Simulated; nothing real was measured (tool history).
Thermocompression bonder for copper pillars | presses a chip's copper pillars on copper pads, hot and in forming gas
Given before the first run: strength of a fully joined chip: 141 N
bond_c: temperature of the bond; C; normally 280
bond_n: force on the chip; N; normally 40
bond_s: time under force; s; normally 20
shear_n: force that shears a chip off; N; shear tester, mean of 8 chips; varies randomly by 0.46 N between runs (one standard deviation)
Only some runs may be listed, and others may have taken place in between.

run,day,bond_c,bond_n,bond_s,shear_n
1,0.000,280,40,20,63.6
2,1.596,280,40,20,63.7
3,3.600,280,40,20,65.4
4,5.196,280,40,20,64.7
# day 6.138: forming gas filter changed
5,6.600,280,40,20,66.9
6,9.483,291,40,20,75.7
7,12.175,291,40,20,77.0
8,14.446,291,40,20,76.5
9,15.683,291,40,20,76.3
10,18.438,280,40,20,69.3
11,21.279,269,40,20,59.2
12,24.150,280,40,20,68.3
# day 24.479: heater calibrated with a thermocouple chip
13,27.071,262,40,20,57.5
# day 27.838: forming gas filter changed
14,29.633,262,40,20,61.3
15,32.229,280,40,20,75.6
16,34.808,280,40,20,76.4
17,37.358,280,40,20,76.1
18,39.883,280,40,20,76.7
# day 40.558: heater calibrated with a thermocouple chip, once more
19,42.142,280,40,20,58.5
20,44.654,280,40,20,59.1
21,46.962,303,30,16,58.0
22,48.162,296,50,16,77.7
# day 49.375: forming gas filter changed
23,50.808,308,50,14,87.7
24,52.871,278,50,14,64.0
25,54.792,269,32,47,62.8
26,57.600,283,42,15,61.0
27,59.542,266,57,12,57.2
28,61.488,302,27,20,60.2
29,63.908,302,27,20,61.3
30,66.454,256,52,30,66.7
31,69.208,310,36,20,81.3
32,70.496,260,36,25,49.7
# day 70.958: forming gas filter changed
33,72.721,264,51,25,71.7
34,75.438,264,51,25,72.5
35,78.217,264,51,25,71.8
36,80.067,291,37,20,71.8
37,81.879,264,59,10,57.7
38,84.521,264,59,10,58.1

Per-run results on a tool with no hidden state, each run keeping its own random variation:
The hidden state here: true temperature of the bond over the reading, C; force that reaches the chip, % of what is set; oxide that the forming gas leaves, % of the face; drift of the gauge itself on shear_n, %.
run,shear_n
1,60.2
2,60.2
3,61.7
4,60.8
5,60.3
6,68.8
7,69.8
8,69.2
9,69.0
10,61.7
11,51.6
12,60.2
13,46.6
14,47.8
15,61.0
16,61.6
17,61.1
18,61.5
19,60.2
20,60.6
21,59.2
22,79.4
23,86.3
24,62.3
25,60.9
26,59.0
27,54.9
28,58.0
29,58.9
30,63.4
31,78.7
32,46.4
33,65.2
34,65.7
35,64.8
36,65.2
37,51.1
38,51.3
